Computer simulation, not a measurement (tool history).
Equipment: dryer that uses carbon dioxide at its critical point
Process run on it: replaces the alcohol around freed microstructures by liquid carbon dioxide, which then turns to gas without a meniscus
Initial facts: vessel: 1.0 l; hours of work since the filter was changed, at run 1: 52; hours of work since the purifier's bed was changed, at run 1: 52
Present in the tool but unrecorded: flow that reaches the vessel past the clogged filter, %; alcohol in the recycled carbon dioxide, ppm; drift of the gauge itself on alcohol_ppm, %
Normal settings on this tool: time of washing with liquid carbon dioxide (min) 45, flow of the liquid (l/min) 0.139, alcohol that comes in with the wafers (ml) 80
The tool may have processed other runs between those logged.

| run | hour | time of washing with liquid carbon dioxide (min) | flow of the liquid (l/min) | alcohol that comes in with the wafers (ml) | hours of work since the filter was changed | hours of work since the purifier's bed was changed | alcohol left in the vessel before it's heated (ppm by volume) |
|---|---|---|---|---|---|---|---|
| 1 | 0.0 | 45 | 0.139 | 80 | 52 | 52 | 230 |
| 2 | 13.7 | 45 | 0.139 | 80 | 63 | 63 | 236 |
| 3 | 32.9 | 45 | 0.139 | 80 | 78 | 78 | 245 |
| 4 | 54.5 | 45 | 0.139 | 80 | 95 | 95 | 270 |
| 5 | 64.7 | 45 | 0.139 | 80 | 103 | 103 | 261 |
| 6 | 76.9 | 45 | 0.139 | 80 | 113 | 113 | 275 |
| 7 | 89.9 | 45 | 0.139 | 80 | 123 | 123 | 286 |
| 8 | 100.3 | 45 | 0.139 | 80 | 131 | 131 | 282 |
| 9 | 115.8 | 45 | 0.139 | 80 | 143 | 143 | 307 |
| 10 | 138.5 | 45 | 0.086 | 80 | 161 | 161 | 2277 |
| 11 | 150.9 | 45 | 0.139 | 80 | 171 | 171 | 333 |
| 12 | 175.8 | 45 | 0.139 | 80 | 191 | 191 | 355 |
| 13 | 192.9 | 45 | 0.193 | 80 | 204 | 204 | 83 |
| 14 | 203.3 | 45 | 0.193 | 80 | 213 | 213 | 90 |
| 15 | 213.9 | 45 | 0.193 | 80 | 221 | 221 | 98 |
| 16 | 230.9 | 33 | 0.139 | 80 | 234 | 234 | 1535 |
| 17 | 244.4 | 43 | 0.189 | 80 | 245 | 245 | 137 |
| 18 | 255.1 | 43 | 0.189 | 80 | 253 | 253 | 141 |
| 19 | 277.8 | 43 | 0.189 | 80 | 271 | 271 | 152 |
| 20 | 298.2 | 43 | 0.100 | 80 | 287 | 287 | 2055 |
| 21 | 313.3 | 43 | 0.100 | 80 | 299 | 299 | 2031 |
| 22 | 337.6 | 28 | 0.133 | 20 | 318 | 318 | 985 |
| 23 | 349.1 | 43 | 0.200 | 87 | 328 | 328 | 158 |
| 24 | 369.5 | 30 | 0.139 | 36 | 344 | 344 | 1212 |
|  | 384.4 | inlet filter changed |
| 25 | 385.6 | 52 | 0.139 | 51 | 1 | 356 | 138 |
| 26 | 409.1 | 52 | 0.139 | 51 | 19 | 374 | 148 |
| 27 | 427.6 | 45 | 0.149 | 38 | 34 | 389 | 160 |
| 28 | 448.7 | 52 | 0.171 | 27 | 51 | 405 | 111 |
| 29 | 463.5 | 29 | 0.089 | 27 | 62 | 417 | 2315 |

Consider 4 possible next runs. They are alternatives, not a sequence: every one starts from the tool as it was left by run 29. What does each give?
| A | 482.2 | 67 | 0.102 | 35 | 77 | 432 | ? |
| B | 482.2 | 30 | 0.101 | 34 | 77 | 432 | ? |
| C | 482.2 | 29 | 0.089 | 30 | 77 | 432 | ? |
| D | 482.2 | 29 | 0.138 | 27 | 77 | 432 | ? |

| run | alcohol left in the vessel before it's heated (ppm by volume) |
|---|---|
| A | 153 |
| B | 1986 |
| C | 2648 |
| D | 728 |
Had the tool no hidden state, the same runs would have come out as:
| run | alcohol left in the vessel before it's heated (ppm by volume) |
|---|---|
| A | 42 |
| B | 1692 |
| C | 2320 |
| D | 544 |
